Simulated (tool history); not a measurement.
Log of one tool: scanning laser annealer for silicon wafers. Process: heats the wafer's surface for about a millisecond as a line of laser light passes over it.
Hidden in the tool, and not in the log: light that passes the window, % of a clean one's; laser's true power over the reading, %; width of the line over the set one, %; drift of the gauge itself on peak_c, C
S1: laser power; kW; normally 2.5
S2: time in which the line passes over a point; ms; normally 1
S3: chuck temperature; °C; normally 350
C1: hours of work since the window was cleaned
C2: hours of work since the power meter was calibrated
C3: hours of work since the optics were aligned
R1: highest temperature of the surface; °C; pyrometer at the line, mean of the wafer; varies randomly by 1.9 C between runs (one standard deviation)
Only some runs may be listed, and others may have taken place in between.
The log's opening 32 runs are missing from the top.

-- hour=1697 window over the wafer cleaned
run 33 hour=1712.8 | S1=2.452 S2=0.84 S3=341 | C1=12 C2=1678 C3=479 | R1=1066
run 34 hour=1782.1 | S1=2.299 S2=1 S3=319 | C1=67 C2=1732 C3=533 | R1=1075
run 35 hour=1829.5 | S1=2.299 S2=1 S3=366 | C1=104 C2=1770 C3=570 | R1=1116
run 36 hour=1904.6 | S1=2.41 S2=0.88 S3=366 | C1=163 C2=1828 C3=629 | R1=1090
run 37 hour=1953 | S1=2.41 S2=0.88 S3=312 | C1=200 C2=1866 C3=667 | R1=1032
run 38 hour=2021.2 | S1=2.5 S2=0.79 S3=340 | C1=254 C2=1920 C3=720 | R1=1036
run 39 hour=2069.8 | S1=2.723 S2=1 S3=350 | C1=292 C2=1958 C3=758 | R1=1215
run 40 hour=2133.3 | S1=2.175 S2=1 S3=350 | C1=342 C2=2007 C3=808 | R1=1050

3 ways to go on from here, each from the tool as it stands after run 40. What would each give?
run A hour=2202.3 | S1=2.531 S2=0.97 S3=326 | C1=396 C2=2061 C3=862 | R1=?
run B hour=2202.3 | S1=2.5 S2=0.85 S3=319 | C1=396 C2=2061 C3=862 | R1=?
run C hour=2202.3 | S1=2.494 S2=0.88 S3=350 | C1=396 C2=2061 C3=862 | R1=?

run=A R1=1113
run=B R1=1034
run=C R1=1081
With the hidden condition removed and each run's random variation left untouched, the same runs would have given:
run=A R1=1148
run=B R1=1066
run=C R1=1113

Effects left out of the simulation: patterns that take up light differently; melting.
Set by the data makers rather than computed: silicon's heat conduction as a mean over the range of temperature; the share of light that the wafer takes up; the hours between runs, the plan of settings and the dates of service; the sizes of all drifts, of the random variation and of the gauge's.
